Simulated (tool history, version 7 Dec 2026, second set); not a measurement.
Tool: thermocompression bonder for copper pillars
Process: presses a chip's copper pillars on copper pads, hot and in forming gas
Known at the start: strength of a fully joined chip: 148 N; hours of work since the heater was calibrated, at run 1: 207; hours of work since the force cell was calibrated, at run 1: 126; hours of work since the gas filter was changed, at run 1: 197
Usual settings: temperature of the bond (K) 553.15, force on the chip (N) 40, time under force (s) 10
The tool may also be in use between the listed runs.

run	day	temperature of the bond (K)	force on the chip (N)	time under force (s)	hours of work since the heater was calibrated	hours of work since the force cell was calibrated	hours of work since the gas filter was changed	force that shears a chip off (N)
1	0	553.15	40	10	207	126	197	79.5
2	0.442	553.15	40	10	215	134	205	79
3	0.871	553.15	40	10	223	142	213	79
4	1.267	553.15	55	10	231	149	220	97.8
5	1.567	553.15	55	10	236	155	226	98
6	1.883	553.15	55	10	242	161	232	97.7
7	2.183	553.15	55	10	248	167	238	98.5
8	2.446	553.15	53	10	253	172	243	95.5
9	2.788	553.15	53	10	259	178	249	95.3
10	3.167	553.15	35	10	266	185	256	71.2
11	3.617	553.15	40	10	275	194	265	78.1
12	3.825	553.15	40	10	279	197	268	78.5
13	4.192	529.15	37	6	285	204	275	41.7
14	4.446	529.15	37	6	290	209	280	41.7
15	4.854	561.15	34	25	298	217	288	100.6
16	5.112	534.15	25	12	303	222	293	41.8
# day 5.2: forming gas filter changed
17	5.504	577.15	40	29	310	229	6	126.3
18	5.729	559.15	27	5	314	233	10	46.8
19	5.992	553.15	46	10	319	238	15	86.3

Run 20 comes next. What will it give?
20	6.383	553.15	40	7	326	245	22	?

Run 20 gave force that shears a chip off (N) 68.7.
Without the tool's hidden state the same run would have given force that shears a chip off (N) 69.8.

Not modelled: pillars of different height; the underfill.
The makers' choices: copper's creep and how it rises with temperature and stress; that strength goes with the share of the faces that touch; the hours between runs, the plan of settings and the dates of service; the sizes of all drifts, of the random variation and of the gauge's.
